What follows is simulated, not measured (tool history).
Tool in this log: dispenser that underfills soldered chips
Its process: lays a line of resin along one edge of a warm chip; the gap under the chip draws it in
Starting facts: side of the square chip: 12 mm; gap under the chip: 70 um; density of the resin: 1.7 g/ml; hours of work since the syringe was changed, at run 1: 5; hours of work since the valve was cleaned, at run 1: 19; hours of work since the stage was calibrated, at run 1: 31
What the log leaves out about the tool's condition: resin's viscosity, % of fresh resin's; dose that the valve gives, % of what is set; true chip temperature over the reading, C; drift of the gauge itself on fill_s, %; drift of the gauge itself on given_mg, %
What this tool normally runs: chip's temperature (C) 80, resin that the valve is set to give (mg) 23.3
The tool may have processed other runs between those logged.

run,hour,chip's temperature (C),resin that the valve is set to give (mg),hours of work since the syringe was changed,hours of work since the valve was cleaned,hours of work since the stage was calibrated,time until the resin shows at the far edge (s),resin that the valve gave (mg)
1,0,80,23.3,5,19,31,96.4,22.95
2,3.5,80,23.3,8,21,34,103.8,22.83
# hour 7.5: new syringe of resin
3,8,80,20.8,0,24,37,85.1,20.27
4,11.5,80,20.8,3,27,39,92.7,20.27
5,15.6,80,20.8,6,30,43,101.7,20.21
6,18.5,80,23.9,8,32,45,105.9,23.15
# hour 22.4: new syringe of resin
7,22.5,80,22.3,0,35,47,78,21.49
8,26.4,80,22.3,3,38,50,90.7,21.54
9,28.2,80,27.7,4,39,52,87.4,26.65
# hour 31.3: dispensing valve cleaned and set on the balance
10,33,80,27.7,7,1,54,97.3,27.61
11,36.7,80,27.7,10,4,57,105.8,27.57
# hour 38.5: new syringe of resin
12,39.7,80,30.3,1,6,59,80.1,30.17
13,43.4,80,30.3,4,9,62,88.3,29.96
14,46.7,80,23,6,11,64,99,22.76
15,49.7,80,23,8,13,66,107.4,22.66
# hour 53.6: new syringe of resin
16,53.9,72,25.9,0,16,69,105.6,25.45
17,56.7,89,23.1,2,18,71,61.3,22.63
18,60.8,89,23.1,5,21,74,66.7,22.61
19,63.3,83,29.5,7,23,76,85,28.86
20,66.7,73,24.2,10,26,79,144.9,23.57
# hour 68.8: new syringe of resin
21,71,73,24.2,2,29,82,110.4,23.51
22,73,73,24.2,3,30,83,115.7,23.48
23,76.1,73,21.6,5,32,85,130.6,20.89
24,79.8,73,21.6,8,35,88,143.2,20.8

Estimate the outcome of run 25 from the log above:
25,82.5,73,28.6,10,37,90,?,?

{"run 25": {"time until the resin shows at the far edge (s)": 147.3, "resin that the valve gave (mg)": 27.73}}
Had the tool carried no hidden state, the very same run would have given time until the resin shows at the far edge (s) 100, resin that the valve gave (mg) 28.79.

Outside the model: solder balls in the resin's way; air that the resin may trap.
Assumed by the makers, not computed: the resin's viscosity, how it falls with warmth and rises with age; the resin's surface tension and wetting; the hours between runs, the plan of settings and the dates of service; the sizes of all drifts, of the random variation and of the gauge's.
